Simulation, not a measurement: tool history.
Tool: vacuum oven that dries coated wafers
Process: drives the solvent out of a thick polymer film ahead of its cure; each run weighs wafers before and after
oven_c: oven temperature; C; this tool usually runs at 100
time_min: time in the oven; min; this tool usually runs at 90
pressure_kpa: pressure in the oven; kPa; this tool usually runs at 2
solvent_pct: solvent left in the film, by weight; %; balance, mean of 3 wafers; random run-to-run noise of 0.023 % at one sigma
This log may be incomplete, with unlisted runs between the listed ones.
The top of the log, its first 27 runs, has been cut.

run	hour	oven_c	time_min	pressure_kpa	hours of work since the thermocouples were calibrated	hours of work since the vacuum gauge was cleaned of residue	solvent_pct
28	456.9	109	90	7.31	803	517	2.03
29	476.2	109	90	2.05	815	528	0.69
30	487	98	90	5.26	821	534	3.18
31	497.8	93	90	2	827	541	3.49
# hour 501.6: oven's thermocouples calibrated
32	516.3	108	90	4.54	9	550	1.38
33	535	86	87	4.54	20	561	7.43
34	550.9	110	74	4.53	29	571	1.31
35	571	87	131	3.44	41	582	4.59
36	584.6	87	76	1.01	49	590	6.23
37	601.9	99	120	2	59	601	1.18

Run 38 has not been measured yet. What should we expect?
38	622.6	94	56	2.43	71	613	?

Run 38 gave solvent_pct 5.53 %.
Without the tool's hidden state the same run would have given solvent_pct 6.02 %.
